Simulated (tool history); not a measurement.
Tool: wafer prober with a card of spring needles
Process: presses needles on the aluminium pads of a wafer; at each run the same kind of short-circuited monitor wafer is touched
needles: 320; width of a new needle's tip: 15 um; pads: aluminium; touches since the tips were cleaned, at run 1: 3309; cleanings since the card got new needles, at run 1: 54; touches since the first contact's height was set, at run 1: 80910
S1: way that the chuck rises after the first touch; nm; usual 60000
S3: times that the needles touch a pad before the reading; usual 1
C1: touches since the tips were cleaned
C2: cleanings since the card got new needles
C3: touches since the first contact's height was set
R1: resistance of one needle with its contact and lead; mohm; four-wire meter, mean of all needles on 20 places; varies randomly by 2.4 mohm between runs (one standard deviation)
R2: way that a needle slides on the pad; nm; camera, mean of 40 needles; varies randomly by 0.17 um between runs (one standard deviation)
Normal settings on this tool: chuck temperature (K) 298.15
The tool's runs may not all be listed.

Run 1, hour 0: usual settings; C1 3309; C2 54; C3 80910. Result: R1 298 mohm, R2 15980 nm.
At hour 4.3: tips cleaned on abrasive film.
At hour 23.5: tips cleaned on abrasive film.
At hour 43.8: tips cleaned on abrasive film.
Run 2, hour 49: usual settings; C1 1367; C2 57; C3 93626. Result: R1 291 mohm, R2 15870 nm.
At hour 61.7: tips cleaned on abrasive film.
At hour 81.1: tips cleaned on abrasive film.
At hour 102.1: tips cleaned on abrasive film.
Run 3, hour 106.8: usual settings; C1 1231; C2 60; C3 108638. Result: R1 290 mohm, R2 15910 nm.
At hour 122: tips cleaned on abrasive film.
At hour 140.1: tips cleaned on abrasive film.
At hour 157: tips cleaned on abrasive film.
Run 4, hour 164.8: usual settings; C1 2054; C2 63; C3 123696. Result: R1 303 mohm, R2 15630 nm.
At hour 176.1: tips cleaned on abrasive film.
At hour 196.7: tips cleaned on abrasive film.
At hour 217: tips cleaned on abrasive film.
At hour 235.1: tips cleaned on abrasive film.
Run 5, hour 235.1: usual settings; C1 0; C2 67; C3 141941. Result: R1 273 mohm, R2 15880 nm.
At hour 253.1: tips cleaned on abrasive film.
At hour 270.9: tips cleaned on abrasive film.
Run 6, hour 276.3: usual settings; C1 1426; C2 69; C3 152639. Result: R1 294 mohm, R2 15560 nm.
At hour 288.4: tips cleaned on abrasive film.
At hour 307.5: tips cleaned on abrasive film.
At hour 327.4: tips cleaned on abrasive film.
Run 7, hour 332.4: usual settings; C1 1309; C2 72; C3 167199. Result: R1 291 mohm, R2 15540 nm.
At hour 348.1: tips cleaned on abrasive film.
At hour 368: tips cleaned on abrasive film.
At hour 380.6: height of the first contact set anew.
At hour 388.1: tips cleaned on abrasive film.
Run 8, hour 395.3: usual settings; C1 1892; C2 75; C3 3815. Result: R1 291 mohm, R2 16640 nm.
At hour 407.1: tips cleaned on abrasive film.
At hour 428.1: tips cleaned on abrasive film.
Run 9, hour 433.5: usual settings; C1 1403; C2 77; C3 13731. Result: R1 288 mohm, R2 16370 nm.
At hour 446.2: tips cleaned on abrasive film.
At hour 464.2: tips cleaned on abrasive film.
At hour 484.5: tips cleaned on abrasive film.
Run 10, hour 488.3: usual settings; C1 993; C2 80; C3 27963. Result: R1 288 mohm, R2 16390 nm.
At hour 505.2: tips cleaned on abrasive film.
At hour 524.7: tips cleaned on abrasive film.
At hour 545.5: tips cleaned on abrasive film.
Run 11, hour 558: usual settings; C1 3281; C2 83; C3 46072. Result: R1 311 mohm, R2 16370 nm.
At hour 566.3: tips cleaned on abrasive film.
At hour 587.1: tips cleaned on abrasive film.
At hour 607.3: tips cleaned on abrasive film.
Run 12, hour 623.3: usual settings; C1 4182; C2 86; C3 63037. Result: R1 315 mohm, R2 15950 nm.
At hour 627: tips cleaned on abrasive film.
At hour 646.6: tips cleaned on abrasive film.
At hour 665.3: tips cleaned on abrasive film.
Run 13, hour 680.2: usual settings but S1 52000 nm; C1 3901; C2 89; C3 77809. Result: R1 329 mohm, R2 13830 nm.
At hour 684.5: tips cleaned on abrasive film.
At hour 703.7: tips cleaned on abrasive film.
Run 14, hour 711.2: usual settings but S1 52000 nm; C1 1959; C2 91; C3 85840. Result: R1 313 mohm, R2 13550 nm.
At hour 722.5: tips cleaned on abrasive film.
At hour 742.8: tips cleaned on abrasive film.
At hour 760.5: tips cleaned on abrasive film.
Run 15, hour 774.4: usual settings but S1 73000 nm, chuck temperature (K) 310.15; C1 3643; C2 94; C3 102268. Result: R1 293 mohm, R2 19550 nm.
At hour 778.7: tips cleaned on abrasive film.
At hour 798.7: tips cleaned on abrasive film.
At hour 819.6: tips cleaned on abrasive film.
At hour 839.3: tips cleaned on abrasive film.
Run 16, hour 841: usual settings but S1 73000 nm, chuck temperature (K) 310.15; C1 442; C2 98; C3 119548. Result: R1 279 mohm, R2 19330 nm.
At hour 857.9: tips cleaned on abrasive film.
At hour 878.3: tips cleaned on abrasive film.
At hour 899.1: tips cleaned on abrasive film.
Run 17, hour 905.4: usual settings but S1 76000 nm, chuck temperature (K) 336.15, S3 2; C1 1650; C2 101; C3 136278. Result: R1 291 mohm, R2 20280 nm.
At hour 916.7: tips cleaned on abrasive film.
At hour 936.5: tips cleaned on abrasive film.
Run 18, hour 947.7: usual settings but S1 76000 nm, chuck temperature (K) 336.15, S3 2; C1 2937; C2 103; C3 147263. Result: R1 288 mohm, R2 19790 nm.
At hour 956: tips cleaned on abrasive film.
At hour 974.1: tips cleaned on abrasive film.
Run 19, hour 977.3: usual settings but S1 42000 nm, chuck temperature (K) 325.15; C1 843; C2 105; C3 154941. Result: R1 328 mohm, R2 10580 nm.
At hour 994.2: tips cleaned on abrasive film.
At hour 1013.2: tips cleaned on abrasive film.
At hour 1030.1: tips cleaned on abrasive film.
Run 20, hour 1045.3: usual settings but S1 50000 nm, chuck temperature (K) 299.15; C1 3973; C2 108; C3 172602. Result: R1 350 mohm, R2 12820 nm.
At hour 1049.6: tips cleaned on abrasive film.
At hour 1068.1: tips cleaned on abrasive film.
At hour 1072.6: height of the first contact set anew.
Run 21, hour 1082.7: usual settings but S1 44000 nm, chuck temperature (K) 316.15; C1 3744; C2 110; C3 2650. Result: R1 367 mohm, R2 11830 nm.
At hour 1087: tips cleaned on abrasive film.
At hour 1107.6: tips cleaned on abrasive film.
At hour 1127: tips cleaned on abrasive film.
Run 22, hour 1128.8: usual settings but chuck temperature (K) 300.15; C1 458; C2 113; C3 14589. Result: R1 285 mohm, R2 16470 nm.
At hour 1147.8: tips cleaned on abrasive film.
At hour 1167.6: tips cleaned on abrasive film.
Run 23, hour 1179.1: usual settings but chuck temperature (K) 300.15; C1 3011; C2 115; C3 27669. Result: R1 315 mohm, R2 16270 nm.
At hour 1187: tips cleaned on abrasive film.
At hour 1206.7: tips cleaned on abrasive film.
Run 24, hour 1221.7: usual settings but chuck temperature (K) 300.15; C1 3924; C2 117; C3 38740. Result: R1 322 mohm, R2 16200 nm.
At hour 1225: tips cleaned on abrasive film.
At hour 1245.3: tips cleaned on abrasive film.
Run 25, hour 1258.1: usual settings but S1 46000 nm, chuck temperature (K) 305.15, S3 2; C1 3330; C2 119; C3 48179. Result: R1 322 mohm, R2 12250 nm.
At hour 1262.4: tips cleaned on abrasive film.
At hour 1279.2: tips cleaned on abrasive film.
At hour 1296.1: tips cleaned on abrasive film.
Run 26, hour 1310: usual settings but S1 74000 nm, chuck temperature (K) 367.15, S3 2; C1 3635; C2 122; C3 61651. Result: R1 307 mohm, R2 19860 nm.
At hour 1314.3: tips cleaned on abrasive film.
At hour 1334.2: tips cleaned on abrasive film.
Run 27, hour 1344.9: usual settings but S1 74000 nm, chuck temperature (K) 367.15, S3 2; C1 2797; C2 124; C3 70710. Result: R1 304 mohm, R2 19900 nm.
At hour 1352.7: tips cleaned on abrasive film.
At hour 1372.9: tips cleaned on abrasive film.
At hour 1392.7: tips cleaned on abrasive film.
Run 28, hour 1400.1: usual settings but S1 62000 nm; C1 1930; C2 127; C3 85037. Result: R1 301 mohm, R2 16490 nm.

Here are 3 independent what-if runs from the current tool condition. What would each one return?
At hour 1411: tips cleaned on abrasive film.
At hour 1430.8: tips cleaned on abrasive film.
At hour 1447.6: tips cleaned on abrasive film.
At hour 1467.5: tips cleaned on abrasive film.
Run A, hour 1468.3: usual settings but S1 44000 nm, chuck temperature (K) 301.15; C1 196; C2 131; C3 102724. Result: R1 ?, R2 ?.
At hour 1411: tips cleaned on abrasive film.
At hour 1430.8: tips cleaned on abrasive film.
At hour 1447.6: tips cleaned on abrasive film.
At hour 1467.5: tips cleaned on abrasive film.
Run B, hour 1468.3: usual settings; C1 196; C2 131; C3 102724. Result: R1 ?, R2 ?.
At hour 1411: tips cleaned on abrasive film.
At hour 1430.8: tips cleaned on abrasive film.
At hour 1447.6: tips cleaned on abrasive film.
At hour 1467.5: tips cleaned on abrasive film.
Run C, hour 1468.3: usual settings but S1 62000 nm, chuck temperature (K) 350.15; C1 196; C2 131; C3 102724. Result: R1 ?, R2 ?.

run   R1     R2
  A  300  11220
  B  281  15910
  C  296  16150
What these runs would have given with no unlogged condition in the tool:
run   R1     R2
  A  276  11790
  B  267  16500
  C  282  16730

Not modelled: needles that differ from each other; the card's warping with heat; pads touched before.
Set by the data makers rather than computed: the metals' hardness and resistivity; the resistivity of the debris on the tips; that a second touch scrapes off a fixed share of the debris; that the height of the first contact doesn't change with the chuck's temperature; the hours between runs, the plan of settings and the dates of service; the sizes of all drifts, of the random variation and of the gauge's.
